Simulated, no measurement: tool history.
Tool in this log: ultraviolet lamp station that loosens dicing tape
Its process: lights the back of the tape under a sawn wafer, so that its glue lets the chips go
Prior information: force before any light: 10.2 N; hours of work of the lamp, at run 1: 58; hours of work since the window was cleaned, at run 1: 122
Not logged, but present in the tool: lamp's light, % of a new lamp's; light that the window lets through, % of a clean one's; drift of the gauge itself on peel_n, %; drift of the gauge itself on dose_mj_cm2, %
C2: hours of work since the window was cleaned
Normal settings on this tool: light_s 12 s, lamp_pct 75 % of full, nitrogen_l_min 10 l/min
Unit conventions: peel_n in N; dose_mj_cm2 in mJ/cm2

Run 1, hour 0.0: usual settings; hours of work of the lamp 58; C2 122. Result: peel_n 1.221 N, dose_mj_cm2 457 mJ/cm2.
Run 2, hour 36.3: usual settings but lamp_pct 67 % of full; hours of work of the lamp 83; C2 147. Result: peel_n 1.616 N, dose_mj_cm2 402 mJ/cm2.
Run 3, hour 71.5: usual settings but lamp_pct 67 % of full; hours of work of the lamp 106; C2 171. Result: peel_n 1.681 N, dose_mj_cm2 392 mJ/cm2.
Run 4, hour 110.4: usual settings but lamp_pct 67 % of full; hours of work of the lamp 133; C2 197. Result: peel_n 1.819 N, dose_mj_cm2 380 mJ/cm2.
Run 5, hour 167.3: usual settings; hours of work of the lamp 172; C2 236. Result: peel_n 1.518 N, dose_mj_cm2 412 mJ/cm2.
At hour 208.0: window cleaned of glue's vapour.
Run 6, hour 208.0: usual settings; hours of work of the lamp 199; C2 0. Result: peel_n 1.094 N, dose_mj_cm2 487 mJ/cm2.
Run 7, hour 266.8: usual settings; hours of work of the lamp 239; C2 40. Result: peel_n 1.166 N, dose_mj_cm2 473 mJ/cm2.
Run 8, hour 338.5: usual settings; hours of work of the lamp 288; C2 89. Result: peel_n 1.257 N, dose_mj_cm2 460 mJ/cm2.
Run 9, hour 397.7: usual settings but light_s 14 s; hours of work of the lamp 328; C2 129. Result: peel_n 0.988 N, dose_mj_cm2 508 mJ/cm2.
Run 10, hour 471.9: usual settings but light_s 14 s; hours of work of the lamp 378; C2 179. Result: peel_n 1.100 N, dose_mj_cm2 485 mJ/cm2.
Run 11, hour 539.7: usual settings; hours of work of the lamp 424; C2 225. Result: peel_n 1.685 N, dose_mj_cm2 400 mJ/cm2.
At hour 595.8: window cleaned of glue's vapour.
Run 12, hour 596.5: usual settings but nitrogen_l_min 3 l/min; hours of work of the lamp 463; C2 0. Result: peel_n 2.906 N, dose_mj_cm2 460 mJ/cm2.
Run 13, hour 648.6: usual settings but light_s 23 s; hours of work of the lamp 498; C2 36. Result: peel_n 0.258 N, dose_mj_cm2 843 mJ/cm2.
Run 14, hour 679.0: usual settings but light_s 11 s; hours of work of the lamp 519; C2 57. Result: peel_n 1.668 N, dose_mj_cm2 396 mJ/cm2.
Run 15, hour 709.6: usual settings; hours of work of the lamp 539; C2 77. Result: peel_n 1.464 N, dose_mj_cm2 427 mJ/cm2.
Run 16, hour 739.8: usual settings but nitrogen_l_min 7 l/min; hours of work of the lamp 560; C2 98. Result: peel_n 1.968 N, dose_mj_cm2 421 mJ/cm2.
Run 17, hour 805.9: usual settings; hours of work of the lamp 605; C2 143. Result: peel_n 1.645 N, dose_mj_cm2 394 mJ/cm2.
Run 18, hour 838.6: usual settings but lamp_pct 88 % of full; hours of work of the lamp 627; C2 165. Result: peel_n 1.268 N, dose_mj_cm2 458 mJ/cm2.
Run 19, hour 893.0: usual settings but lamp_pct 88 % of full; hours of work of the lamp 664; C2 202. Result: peel_n 1.335 N, dose_mj_cm2 442 mJ/cm2.
Run 20, hour 958.6: usual settings but lamp_pct 90 % of full; hours of work of the lamp 709; C2 247. Result: peel_n 1.385 N, dose_mj_cm2 433 mJ/cm2.
At hour 986.6: window cleaned of glue's vapour.
Run 21, hour 1001.8: usual settings but lamp_pct 90 % of full, nitrogen_l_min 20 l/min; hours of work of the lamp 738; C2 10. Result: peel_n 0.589 N, dose_mj_cm2 501 mJ/cm2.
Run 22, hour 1064.8: usual settings but light_s 6 s, lamp_pct 83 % of full, nitrogen_l_min 7 l/min; hours of work of the lamp 780; C2 53. Result: peel_n 4.323 N, dose_mj_cm2 217 mJ/cm2.
Run 23, hour 1134.7: usual settings but light_s 6 s, lamp_pct 83 % of full, nitrogen_l_min 7 l/min; hours of work of the lamp 828; C2 101. Result: peel_n 4.348 N, dose_mj_cm2 211 mJ/cm2.
Run 24, hour 1197.4: usual settings but light_s 6 s, lamp_pct 83 % of full, nitrogen_l_min 7 l/min; hours of work of the lamp 871; C2 143. Result: peel_n 4.643 N, dose_mj_cm2 196 mJ/cm2.
Run 25, hour 1232.8: usual settings but light_s 6 s, lamp_pct 83 % of full, nitrogen_l_min 7 l/min; hours of work of the lamp 895; C2 167. Result: peel_n 4.711 N, dose_mj_cm2 194 mJ/cm2.
Run 26, hour 1295.9: usual settings but light_s 6 s, lamp_pct 83 % of full, nitrogen_l_min 7 l/min; hours of work of the lamp 938; C2 210. Result: peel_n 4.918 N, dose_mj_cm2 188 mJ/cm2.
Run 27, hour 1339.9: usual settings but nitrogen_l_min 6 l/min; hours of work of the lamp 967; C2 240. Result: peel_n 3.018 N, dose_mj_cm2 324 mJ/cm2.
At hour 1374.7: window cleaned of glue's vapour.
Run 28, hour 1412.3: usual settings but lamp_pct 73 % of full, nitrogen_l_min 3 l/min; hours of work of the lamp 1016; C2 26. Result: peel_n 3.569 N, dose_mj_cm2 369 mJ/cm2.
Run 29, hour 1459.1: usual settings but light_s 8 s, lamp_pct 78 % of full; hours of work of the lamp 1048; C2 57. Result: peel_n 3.140 N, dose_mj_cm2 256 mJ/cm2.
Run 30, hour 1520.1: usual settings but lamp_pct 62 % of full; hours of work of the lamp 1090; C2 99. Result: peel_n 2.676 N, dose_mj_cm2 294 mJ/cm2.
Run 31, hour 1571.4: usual settings but lamp_pct 62 % of full, nitrogen_l_min 8 l/min; hours of work of the lamp 1124; C2 134. Result: peel_n 3.051 N, dose_mj_cm2 282 mJ/cm2.
Run 32, hour 1613.3: usual settings but lamp_pct 95 % of full, nitrogen_l_min 15 l/min; hours of work of the lamp 1153; C2 162. Result: peel_n 1.119 N, dose_mj_cm2 418 mJ/cm2.
Run 33, hour 1675.6: usual settings but lamp_pct 95 % of full, nitrogen_l_min 15 l/min; hours of work of the lamp 1195; C2 204. Result: peel_n 1.187 N, dose_mj_cm2 402 mJ/cm2.
Run 34, hour 1734.3: usual settings but lamp_pct 79 % of full, nitrogen_l_min 8 l/min; hours of work of the lamp 1235; C2 244. Result: peel_n 2.686 N, dose_mj_cm2 320 mJ/cm2.
At hour 1761.7: window cleaned of glue's vapour.
Run 35, hour 1777.4: usual settings but light_s 10 s, lamp_pct 93 % of full, nitrogen_l_min 8 l/min; hours of work of the lamp 1264; C2 11. Result: peel_n 2.198 N, dose_mj_cm2 364 mJ/cm2.
Run 36, hour 1837.3: usual settings but light_s 9 s, lamp_pct 90 % of full, nitrogen_l_min 3 l/min; hours of work of the lamp 1305; C2 51. Result: peel_n 4.324 N, dose_mj_cm2 303 mJ/cm2.
Run 37, hour 1887.6: usual settings but light_s 11 s; hours of work of the lamp 1339; C2 86. Result: peel_n 2.563 N, dose_mj_cm2 301 mJ/cm2.
Run 38, hour 1962.2: usual settings but nitrogen_l_min 15 l/min; hours of work of the lamp 1390; C2 136. Result: peel_n 2.004 N, dose_mj_cm2 307 mJ/cm2.
At hour 1975.4: lamp changed.
Run 39, hour 2019.6: usual settings but light_s 8 s, lamp_pct 94 % of full, nitrogen_l_min 3 l/min; hours of work of the lamp 30; C2 175. Result: peel_n 3.442 N, dose_mj_cm2 378 mJ/cm2.
Run 40, hour 2084.0: usual settings but light_s 7 s, lamp_pct 70 % of full, nitrogen_l_min 17 l/min; hours of work of the lamp 74; C2 218. Result: peel_n 2.764 N, dose_mj_cm2 234 mJ/cm2.
At hour 2150.9: window cleaned of glue's vapour.
Run 41, hour 2158.5: usual settings but light_s 8 s, lamp_pct 99 % of full, nitrogen_l_min 4 l/min; hours of work of the lamp 124; C2 5. Result: peel_n 2.628 N, dose_mj_cm2 434 mJ/cm2.
Run 42, hour 2207.9: usual settings but light_s 10 s, nitrogen_l_min 4 l/min; hours of work of the lamp 158; C2 39. Result: peel_n 2.862 N, dose_mj_cm2 397 mJ/cm2.

Alternative continuations, all from the tool just after run 42; predict every row:
Run A, hour 2267.9: usual settings but light_s 10 s, lamp_pct 88 % of full, nitrogen_l_min 4 l/min; hours of work of the lamp 198; C2 80. Result: peel_n ?, dose_mj_cm2 ?.
Run B, hour 2267.9: usual settings but light_s 18 s, lamp_pct 88 % of full, nitrogen_l_min 11 l/min; hours of work of the lamp 198; C2 80. Result: peel_n ?, dose_mj_cm2 ?.
Run C, hour 2267.9: usual settings but light_s 10 s, lamp_pct 72 % of full, nitrogen_l_min 4 l/min; hours of work of the lamp 198; C2 80. Result: peel_n ?, dose_mj_cm2 ?.
Run D, hour 2267.9: usual settings but light_s 8 s, nitrogen_l_min 18 l/min; hours of work of the lamp 198; C2 80. Result: peel_n ?, dose_mj_cm2 ?.
Run E, hour 2267.9: usual settings but light_s 23 s, nitrogen_l_min 4 l/min; hours of work of the lamp 198; C2 80. Result: peel_n ?, dose_mj_cm2 ?.

run  peel_n  dose_mj_cm2
  A   2.527          452
  B   0.255          812
  C   3.239          364
  D   1.817          309
  E   0.629          879
With no hidden state in the tool, these same runs would have given:
run  peel_n  dose_mj_cm2
  A   2.120          508
  B   0.178          913
  C   2.802          410
  D   1.470          347
  E   0.458          989
